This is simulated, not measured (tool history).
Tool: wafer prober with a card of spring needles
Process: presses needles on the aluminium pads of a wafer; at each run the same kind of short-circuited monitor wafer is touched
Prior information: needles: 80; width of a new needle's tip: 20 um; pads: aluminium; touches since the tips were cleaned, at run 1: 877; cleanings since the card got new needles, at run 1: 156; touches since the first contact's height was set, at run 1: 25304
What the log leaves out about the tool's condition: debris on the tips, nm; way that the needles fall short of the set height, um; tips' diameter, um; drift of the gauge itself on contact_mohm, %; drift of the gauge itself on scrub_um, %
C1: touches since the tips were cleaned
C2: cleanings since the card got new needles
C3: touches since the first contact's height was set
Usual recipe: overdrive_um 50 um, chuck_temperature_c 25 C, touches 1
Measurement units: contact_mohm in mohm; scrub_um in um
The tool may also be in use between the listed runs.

Run 1, day 0.000: usual settings; C1 877; C2 156; C3 25304. Result: contact_mohm 402 mohm, scrub_um 11.57 um.
At day 0.075: tips cleaned on abrasive film.
At day 0.225: tips cleaned on abrasive film.
At day 0.408: tips cleaned on abrasive film.
At day 0.554: tips cleaned on abrasive film.
At day 0.738: tips cleaned on abrasive film.
At day 0.888: tips cleaned on abrasive film.
At day 1.071: tips cleaned on abrasive film.
At day 1.254: tips cleaned on abrasive film.
At day 1.438: tips cleaned on abrasive film.
At day 1.621: tips cleaned on abrasive film.
Run 2, day 1.696: usual settings; C1 844; C2 166; C3 44367. Result: contact_mohm 444 mohm, scrub_um 11.16 um.
At day 1.771: tips cleaned on abrasive film.
At day 1.954: tips cleaned on abrasive film.
At day 2.138: tips cleaned on abrasive film.
At day 2.321: tips cleaned on abrasive film.
At day 2.504: tips cleaned on abrasive film.
Run 3, day 2.596: usual settings but chuck_temperature_c 112 C; C1 1080; C2 171; C3 54543. Result: contact_mohm 494 mohm, scrub_um 11.14 um.
At day 2.675: tips cleaned on abrasive film.
At day 2.858: tips cleaned on abrasive film.
At day 3.042: tips cleaned on abrasive film.
At day 3.225: tips cleaned on abrasive film.
At day 3.408: tips cleaned on abrasive film.
At day 3.592: tips cleaned on abrasive film.
Run 4, day 3.700: usual settings but chuck_temperature_c 88 C; C1 1248; C2 177; C3 66970. Result: contact_mohm 539 mohm, scrub_um 10.95 um.
At day 3.738: tips cleaned on abrasive film.
At day 3.921: tips cleaned on abrasive film.
At day 4.108: tips cleaned on abrasive film.
At day 4.292: tips cleaned on abrasive film.
At day 4.438: tips cleaned on abrasive film.
At day 4.621: tips cleaned on abrasive film.
At day 4.804: tips cleaned on abrasive film.
At day 4.988: tips cleaned on abrasive film.
At day 5.154: tips cleaned on abrasive film.
Run 5, day 5.154: usual settings but chuck_temperature_c 88 C; C1 0; C2 186; C3 83323. Result: contact_mohm 308 mohm, scrub_um 10.91 um.
At day 5.338: tips cleaned on abrasive film.
At day 5.521: tips cleaned on abrasive film.
At day 5.704: tips cleaned on abrasive film.
At day 5.746: tips cleaned on abrasive film, once more.
At day 5.929: tips cleaned on abrasive film.
At day 6.112: tips cleaned on abrasive film.
At day 6.296: tips cleaned on abrasive film.
At day 6.308: height of the first contact set anew.
At day 6.492: tips cleaned on abrasive film.
At day 6.675: tips cleaned on abrasive film.
At day 6.825: tips cleaned on abrasive film.
Run 6, day 6.925: usual settings but chuck_temperature_c 88 C; C1 1163; C2 196; C3 6960. Result: contact_mohm 485 mohm, scrub_um 11.75 um.
At day 7.000: tips cleaned on abrasive film.
At day 7.183: tips cleaned on abrasive film.
At day 7.367: tips cleaned on abrasive film.
At day 7.550: tips cleaned on abrasive film.
At day 7.733: tips cleaned on abrasive film.
At day 7.921: tips cleaned on abrasive film.
At day 8.104: tips cleaned on abrasive film.
At day 8.288: tips cleaned on abrasive film.
At day 8.471: tips cleaned on abrasive film.
Run 7, day 8.471: usual settings; C1 18; C2 205; C3 24367. Result: contact_mohm 293 mohm, scrub_um 11.56 um.
At day 8.617: tips cleaned on abrasive film.
At day 8.800: tips cleaned on abrasive film.
At day 8.950: tips cleaned on abrasive film.
At day 9.133: tips cleaned on abrasive film.
At day 9.317: tips cleaned on abrasive film.
At day 9.500: tips cleaned on abrasive film.
Run 8, day 9.629: usual settings; C1 1464; C2 211; C3 37416. Result: contact_mohm 539 mohm, scrub_um 11.43 um.
At day 9.667: tips cleaned on abrasive film.
At day 9.850: tips cleaned on abrasive film.
At day 10.033: tips cleaned on abrasive film.
At day 10.217: tips cleaned on abrasive film.
At day 10.400: tips cleaned on abrasive film.
At day 10.588: tips cleaned on abrasive film.
At day 10.767: tips cleaned on abrasive film.
Run 9, day 10.767: usual settings; C1 0; C2 218; C3 50205. Result: contact_mohm 301 mohm, scrub_um 11.34 um.
At day 10.950: tips cleaned on abrasive film.
At day 11.133: tips cleaned on abrasive film.
At day 11.317: tips cleaned on abrasive film.
At day 11.500: tips cleaned on abrasive film.
At day 11.683: tips cleaned on abrasive film.
At day 11.867: tips cleaned on abrasive film.
At day 12.050: tips cleaned on abrasive film.
At day 12.233: tips cleaned on abrasive film.
At day 12.417: tips cleaned on abrasive film.
At day 12.600: tips cleaned on abrasive film.
Run 10, day 12.646: usual settings; C1 498; C2 228; C3 71403. Result: contact_mohm 396 mohm, scrub_um 11.11 um.
At day 12.758: tips cleaned on abrasive film.
At day 12.942: tips cleaned on abrasive film.
At day 13.088: tips cleaned on abrasive film.
At day 13.271: tips cleaned on abrasive film.
At day 13.454: tips cleaned on abrasive film.
At day 13.638: tips cleaned on abrasive film.
At day 13.821: tips cleaned on abrasive film.
At day 13.971: tips cleaned on abrasive film.
At day 14.154: tips cleaned on abrasive film.
At day 14.338: tips cleaned on abrasive film.
At day 14.521: tips cleaned on abrasive film.
Run 11, day 14.592: usual settings but chuck_temperature_c 53 C; C1 832; C2 239; C3 93353. Result: contact_mohm 477 mohm, scrub_um 11.00 um.
At day 14.675: tips cleaned on abrasive film.
At day 14.825: tips cleaned on abrasive film.
At day 14.871: height of the first contact set anew.
At day 15.021: tips cleaned on abrasive film.
At day 15.204: tips cleaned on abrasive film.
At day 15.388: tips cleaned on abrasive film.
At day 15.571: tips cleaned on abrasive film.
At day 15.754: tips cleaned on abrasive film.
Run 12, day 15.892: usual settings but overdrive_um 41 um, chuck_temperature_c 40 C, touches 2; C1 1568; C2 246; C3 11506. Result: contact_mohm 564 mohm, scrub_um 9.57 um.
At day 15.929: tips cleaned on abrasive film.
At day 16.112: tips cleaned on abrasive film.
At day 16.296: tips cleaned on abrasive film.
At day 16.479: tips cleaned on abrasive film.
At day 16.667: tips cleaned on abrasive film.
At day 16.850: tips cleaned on abrasive film.
At day 17.033: tips cleaned on abrasive film.
At day 17.192: tips cleaned on abrasive film.
Run 13, day 17.192: usual settings but overdrive_um 41 um, chuck_temperature_c 40 C, touches 2; C1 0; C2 254; C3 26127. Result: contact_mohm 284 mohm, scrub_um 9.33 um.
At day 17.375: tips cleaned on abrasive film.
At day 17.521: tips cleaned on abrasive film.
At day 17.704: tips cleaned on abrasive film.
At day 17.888: tips cleaned on abrasive film.
At day 18.075: tips cleaned on abrasive film.
At day 18.258: tips cleaned on abrasive film.
At day 18.442: tips cleaned on abrasive film.
At day 18.588: tips cleaned on abrasive film.
At day 18.771: tips cleaned on abrasive film.
At day 18.921: tips cleaned on abrasive film.
At day 19.104: tips cleaned on abrasive film.
Run 14, day 19.142: usual settings but overdrive_um 43 um, chuck_temperature_c 35 C; C1 469; C2 265; C3 48123. Result: contact_mohm 448 mohm, scrub_um 9.61 um.
At day 19.254: tips cleaned on abrasive film.
At day 19.442: tips cleaned on abrasive film.
At day 19.625: tips cleaned on abrasive film.
At day 19.771: tips cleaned on abrasive film.
At day 19.954: tips cleaned on abrasive film.
Run 15, day 19.996: usual settings but overdrive_um 43 um, chuck_temperature_c 64 C; C1 495; C2 270; C3 57731. Result: contact_mohm 489 mohm, scrub_um 9.55 um.
At day 20.108: tips cleaned on abrasive film.
At day 20.292: tips cleaned on abrasive film.
At day 20.475: tips cleaned on abrasive film.
At day 20.625: tips cleaned on abrasive film.
At day 20.808: tips cleaned on abrasive film.
At day 20.992: tips cleaned on abrasive film.
At day 21.175: tips cleaned on abrasive film.
At day 21.358: tips cleaned on abrasive film.
At day 21.542: tips cleaned on abrasive film.
At day 21.725: tips cleaned on abrasive film.
Run 16, day 21.775: usual settings but overdrive_um 43 um, chuck_temperature_c 64 C; C1 582; C2 280; C3 77770. Result: contact_mohm 482 mohm, scrub_um 9.51 um.
At day 21.888: tips cleaned on abrasive film.
At day 22.071: tips cleaned on abrasive film.
At day 22.254: tips cleaned on abrasive film.
At day 22.438: tips cleaned on abrasive film.
At day 22.621: tips cleaned on abrasive film.
At day 22.808: tips cleaned on abrasive film.
At day 22.954: tips cleaned on abrasive film.
At day 23.138: tips cleaned on abrasive film.
At day 23.321: tips cleaned on abrasive film.
Run 17, day 23.371: usual settings but chuck_temperature_c 64 C; C1 590; C2 289; C3 95750. Result: contact_mohm 457 mohm, scrub_um 10.93 um.
At day 23.421: height of the first contact set anew.
At day 23.496: tips cleaned on abrasive film.
At day 23.679: tips cleaned on abrasive film.
At day 23.862: tips cleaned on abrasive film.
At day 24.046: tips cleaned on abrasive film.
At day 24.233: tips cleaned on abrasive film.
Run 18, day 24.288: usual settings but overdrive_um 46 um, touches 3; C1 626; C2 294; C3 9734. Result: contact_mohm 343 mohm, scrub_um 10.79 um.
At day 24.396: tips cleaned on abrasive film.
At day 24.546: tips cleaned on abrasive film.
At day 24.729: tips cleaned on abrasive film.
At day 24.875: tips cleaned on abrasive film.
At day 25.058: tips cleaned on abrasive film.
At day 25.246: tips cleaned on abrasive film.
Run 19, day 25.333: usual settings but overdrive_um 46 um, chuck_temperature_c 38 C, touches 2; C1 1048; C2 300; C3 21547. Result: contact_mohm 453 mohm, scrub_um 10.72 um.

Here are 4 independent what-if runs from the current tool condition. What would each one return?
At day 25.412: tips cleaned on abrasive film.
At day 25.596: tips cleaned on abrasive film.
At day 25.779: tips cleaned on abrasive film.
At day 25.962: tips cleaned on abrasive film.
At day 26.146: tips cleaned on abrasive film.
At day 26.292: tips cleaned on abrasive film.
At day 26.475: tips cleaned on abrasive film.
At day 26.625: tips cleaned on abrasive film.
At day 26.808: tips cleaned on abrasive film.
At day 26.992: tips cleaned on abrasive film.
At day 27.175: tips cleaned on abrasive film.
At day 27.346: tips cleaned on abrasive film.
Run A, day 27.346: usual settings but touches 3; C1 0; C2 312; C3 44180. Result: contact_mohm ?, scrub_um ?.
At day 25.412: tips cleaned on abrasive film.
At day 25.596: tips cleaned on abrasive film.
At day 25.779: tips cleaned on abrasive film.
At day 25.962: tips cleaned on abrasive film.
At day 26.146: tips cleaned on abrasive film.
At day 26.292: tips cleaned on abrasive film.
At day 26.475: tips cleaned on abrasive film.
At day 26.625: tips cleaned on abrasive film.
At day 26.808: tips cleaned on abrasive film.
At day 26.992: tips cleaned on abrasive film.
At day 27.175: tips cleaned on abrasive film.
At day 27.346: tips cleaned on abrasive film.
Run B, day 27.346: usual settings but overdrive_um 30 um, chuck_temperature_c 38 C, touches 2; C1 0; C2 312; C3 44180. Result: contact_mohm ?, scrub_um ?.
At day 25.412: tips cleaned on abrasive film.
At day 25.596: tips cleaned on abrasive film.
At day 25.779: tips cleaned on abrasive film.
At day 25.962: tips cleaned on abrasive film.
At day 26.146: tips cleaned on abrasive film.
At day 26.292: tips cleaned on abrasive film.
At day 26.475: tips cleaned on abrasive film.
At day 26.625: tips cleaned on abrasive film.
At day 26.808: tips cleaned on abrasive film.
At day 26.992: tips cleaned on abrasive film.
At day 27.175: tips cleaned on abrasive film.
At day 27.346: tips cleaned on abrasive film.
Run C, day 27.346: usual settings but chuck_temperature_c 39 C; C1 0; C2 312; C3 44180. Result: contact_mohm ?, scrub_um ?.
At day 25.412: tips cleaned on abrasive film.
At day 25.596: tips cleaned on abrasive film.
At day 25.779: tips cleaned on abrasive film.
At day 25.962: tips cleaned on abrasive film.
At day 26.146: tips cleaned on abrasive film.
At day 26.292: tips cleaned on abrasive film.
At day 26.475: tips cleaned on abrasive film.
At day 26.625: tips cleaned on abrasive film.
At day 26.808: tips cleaned on abrasive film.
At day 26.992: tips cleaned on abrasive film.
At day 27.175: tips cleaned on abrasive film.
At day 27.346: tips cleaned on abrasive film.
Run D, day 27.346: usual settings but overdrive_um 33 um, chuck_temperature_c 38 C, touches 2; C1 0; C2 312; C3 44180. Result: contact_mohm ?, scrub_um ?.

run  contact_mohm  scrub_um
  A           272     11.40
  B           339      6.63
  C           294     11.43
  D           319      7.24
With the hidden condition removed and each run's random variation left untouched, the same runs would have given:
run  contact_mohm  scrub_um
  A           251     11.82
  B           274      7.05
  C           257     11.85
  D           265      7.66

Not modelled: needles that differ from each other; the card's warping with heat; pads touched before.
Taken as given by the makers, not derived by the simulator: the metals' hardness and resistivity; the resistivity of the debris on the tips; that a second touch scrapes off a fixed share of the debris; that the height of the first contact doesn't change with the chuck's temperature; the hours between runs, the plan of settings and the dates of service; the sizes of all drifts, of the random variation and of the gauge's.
